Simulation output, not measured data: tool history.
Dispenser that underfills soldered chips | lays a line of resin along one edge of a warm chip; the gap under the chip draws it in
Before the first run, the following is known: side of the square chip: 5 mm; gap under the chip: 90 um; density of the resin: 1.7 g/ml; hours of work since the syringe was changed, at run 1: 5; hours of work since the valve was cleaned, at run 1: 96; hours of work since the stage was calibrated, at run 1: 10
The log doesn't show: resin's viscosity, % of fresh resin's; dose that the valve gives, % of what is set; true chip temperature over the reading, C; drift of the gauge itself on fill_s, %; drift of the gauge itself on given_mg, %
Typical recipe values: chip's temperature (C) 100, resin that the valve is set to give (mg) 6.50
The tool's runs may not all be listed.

run	hour	chip's temperature (C)	resin that the valve is set to give (mg)	hours of work since the syringe was changed	hours of work since the valve was cleaned	hours of work since the stage was calibrated	time until the resin shows at the far edge (s)	resin that the valve gave (mg)
1	0.0	100	6.50	5	96	10	20.5	6.31
2	4.3	100	6.50	8	99	13	22.9	6.19
# hour 8.1: new syringe of resin
3	11.0	100	6.50	2	103	17	18.1	6.18
4	16.7	100	5.78	6	107	21	21.4	5.44
5	20.8	99	6.50	9	110	24	24.1	6.36
# hour 24.0: new syringe of resin
6	27.7	99	6.50	3	115	29	20.4	6.14
7	33.3	99	6.50	6	118	32	22.3	6.22
# hour 39.7: new syringe of resin
8	40.2	99	6.50	0	123	37	18.9	6.12
9	47.8	100	8.28	6	128	42	20.8	7.77
# hour 54.9: new syringe of resin
10	57.3	100	8.28	2	134	48	18.6	7.84
11	66.2	100	8.28	8	140	54	22.0	7.75
# hour 70.3: new syringe of resin
# hour 75.6: dispensing valve cleaned and set on the balance
12	75.6	100	8.28	3	0	60	19.0	8.30
13	83.2	100	8.28	8	5	65	22.3	8.22
# hour 86.6: new syringe of resin
14	91.1	113	6.50	3	10	70	13.4	6.45
15	95.9	113	6.50	6	14	74	15.3	6.56
# hour 102.2: new syringe of resin
16	102.8	113	6.50	0	18	78	12.2	6.37
17	111.5	100	6.50	6	24	84	20.9	6.38
# hour 117.7: new syringe of resin
18	121.8	100	8.33	3	31	91	18.7	8.22
19	128.8	91	6.15	8	36	96	29.8	6.17
# hour 133.6: new syringe of resin
20	134.1	100	5.97	0	39	99	18.2	5.84

Run 21, settings as shown, results not yet in. Your forecast:
21	139.3	96	6.19	4	43	103	?	?

{"run 21": {"time until the resin shows at the far edge (s)": 22.8, "resin that the valve gave (mg)": 6.11}}
With no hidden state in the tool, this same run would have given time until the resin shows at the far edge (s) 19.9, resin that the valve gave (mg) 6.23.
